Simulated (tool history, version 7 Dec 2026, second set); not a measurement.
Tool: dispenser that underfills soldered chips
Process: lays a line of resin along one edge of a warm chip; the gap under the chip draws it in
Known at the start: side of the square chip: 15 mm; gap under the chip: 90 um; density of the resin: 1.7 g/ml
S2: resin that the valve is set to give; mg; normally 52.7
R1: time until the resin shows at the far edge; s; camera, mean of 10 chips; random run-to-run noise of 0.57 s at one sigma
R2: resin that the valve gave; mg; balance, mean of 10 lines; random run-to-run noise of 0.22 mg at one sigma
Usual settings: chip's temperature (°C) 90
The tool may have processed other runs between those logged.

Run 1, hour 0.0: usual settings. Result: R1 53.0 s, R2 48.59 mg.
Run 2, hour 4.4: usual settings. Result: R1 60.2 s, R2 48.40 mg.
At hour 7.9: new syringe of resin.
Run 3, hour 9.4: usual settings. Result: R1 53.1 s, R2 48.37 mg.
Run 4, hour 13.1: usual settings but S2 55.7 mg. Result: R1 59.1 s, R2 50.76 mg.
Run 5, hour 15.2: usual settings. Result: R1 64.4 s, R2 48.72 mg.
At hour 17.7: new syringe of resin.
Run 6, hour 19.9: usual settings but chip's temperature (°C) 102. Result: R1 35.3 s, R2 48.49 mg.
Run 7, hour 22.8: usual settings but chip's temperature (°C) 102. Result: R1 38.9 s, R2 48.39 mg.
At hour 27.4: new syringe of resin.
Run 8, hour 27.4: usual settings but chip's temperature (°C) 102. Result: R1 33.3 s, R2 47.99 mg.
Run 9, hour 30.4: usual settings but chip's temperature (°C) 102, S2 51.9 mg. Result: R1 37.0 s, R2 47.31 mg.
At hour 32.6: dispensing valve cleaned and set on the balance.
Run 10, hour 35.0: usual settings but chip's temperature (°C) 102, S2 51.9 mg. Result: R1 40.2 s, R2 51.41 mg.
At hour 38.0: new syringe of resin.
Run 11, hour 39.4: usual settings but chip's temperature (°C) 102, S2 51.9 mg. Result: R1 34.6 s, R2 51.39 mg.
Run 12, hour 43.5: usual settings but chip's temperature (°C) 102, S2 54.3 mg. Result: R1 37.7 s, R2 54.42 mg.
Run 13, hour 45.5: usual settings but chip's temperature (°C) 78. Result: R1 95.5 s, R2 52.65 mg.
At hour 47.8: new syringe of resin.
Run 14, hour 48.8: usual settings but chip's temperature (°C) 78. Result: R1 79.4 s, R2 51.94 mg.
Run 15, hour 51.0: usual settings. Result: R1 56.0 s, R2 52.11 mg.
Run 16, hour 55.2: usual settings but S2 66.8 mg. Result: R1 62.9 s, R2 66.21 mg.
At hour 57.5: new syringe of resin.
Run 17, hour 57.5: usual settings but S2 66.8 mg. Result: R1 49.2 s, R2 66.05 mg.
Run 18, hour 60.5: usual settings but S2 50.1 mg. Result: R1 55.5 s, R2 49.19 mg.
Run 19, hour 62.8: usual settings but S2 50.1 mg. Result: R1 58.7 s, R2 49.52 mg.
Run 20, hour 66.4: usual settings but chip's temperature (°C) 97, S2 47.8 mg. Result: R1 53.5 s, R2 46.66 mg.
At hour 67.2: new syringe of resin.
Run 21, hour 71.0: usual settings but chip's temperature (°C) 103. Result: R1 35.5 s, R2 51.86 mg.
Run 22, hour 75.3: usual settings but chip's temperature (°C) 80, S2 67.0 mg. Result: R1 90.8 s, R2 64.90 mg.
At hour 76.9: new syringe of resin.
Run 23, hour 79.7: usual settings but chip's temperature (°C) 85. Result: R1 65.2 s, R2 51.45 mg.
Run 24, hour 82.3: usual settings but chip's temperature (°C) 87, S2 65.6 mg. Result: R1 64.8 s, R2 63.90 mg.
Run 25, hour 84.9: usual settings but chip's temperature (°C) 103, S2 45.6 mg. Result: R1 42.1 s, R2 44.43 mg.
At hour 86.5: new syringe of resin.
Run 26, hour 88.3: usual settings but chip's temperature (°C) 81. Result: R1 72.0 s, R2 51.09 mg.
Run 27, hour 90.9: usual settings but chip's temperature (°C) 100, S2 58.8 mg. Result: R1 39.6 s, R2 57.66 mg.
Run 28, hour 92.9: usual settings but chip's temperature (°C) 99, S2 56.2 mg. Result: R1 42.9 s, R2 54.57 mg.
At hour 96.3: new syringe of resin.
Run 29, hour 96.5: usual settings but chip's temperature (°C) 99, S2 56.2 mg. Result: R1 35.9 s, R2 54.79 mg.
Run 30, hour 100.5: usual settings but chip's temperature (°C) 89, S2 64.5 mg. Result: R1 56.2 s, R2 62.38 mg.
Run 31, hour 102.6: usual settings but chip's temperature (°C) 97, S2 46.4 mg. Result: R1 48.6 s, R2 44.60 mg.
At hour 106.1: new syringe of resin.
Run 32, hour 106.7: usual settings but chip's temperature (°C) 97, S2 46.4 mg. Result: R1 42.3 s, R2 44.66 mg.
Run 33, hour 109.6: usual settings but chip's temperature (°C) 76, S2 46.4 mg. Result: R1 97.2 s, R2 44.85 mg.
Run 34, hour 112.8: usual settings but chip's temperature (°C) 103, S2 59.6 mg. Result: R1 40.0 s, R2 57.36 mg.

Alternative continuations, all from the tool just after run 34; predict every row:
At hour 115.7: new syringe of resin.
Run A, hour 117.0: usual settings but chip's temperature (°C) 93, S2 53.0 mg. Result: R1 ?, R2 ?.
At hour 115.7: new syringe of resin.
Run B, hour 117.0: usual settings but chip's temperature (°C) 81. Result: R1 ?, R2 ?.
At hour 115.7: new syringe of resin.
Run C, hour 117.0: usual settings but chip's temperature (°C) 75, S2 61.4 mg. Result: R1 ?, R2 ?.
At hour 115.7: new syringe of resin.
Run D, hour 117.0: usual settings but chip's temperature (°C) 76, S2 57.7 mg. Result: R1 ?, R2 ?.
At hour 115.7: new syringe of resin.
Run E, hour 117.0: usual settings but chip's temperature (°C) 88, S2 65.3 mg. Result: R1 ?, R2 ?.

run    R1     R2
  A  49.3  50.88
  B  75.3  50.81
  C  92.5  58.60
  D  89.8  55.56
  E  55.6  62.92
With the hidden condition removed and each run's random variation left untouched, the same runs would have given:
run    R1     R2
  A  45.0  52.94
  B  68.4  52.87
  C  84.1  60.98
  D  81.7  57.81
  E  50.8  65.47
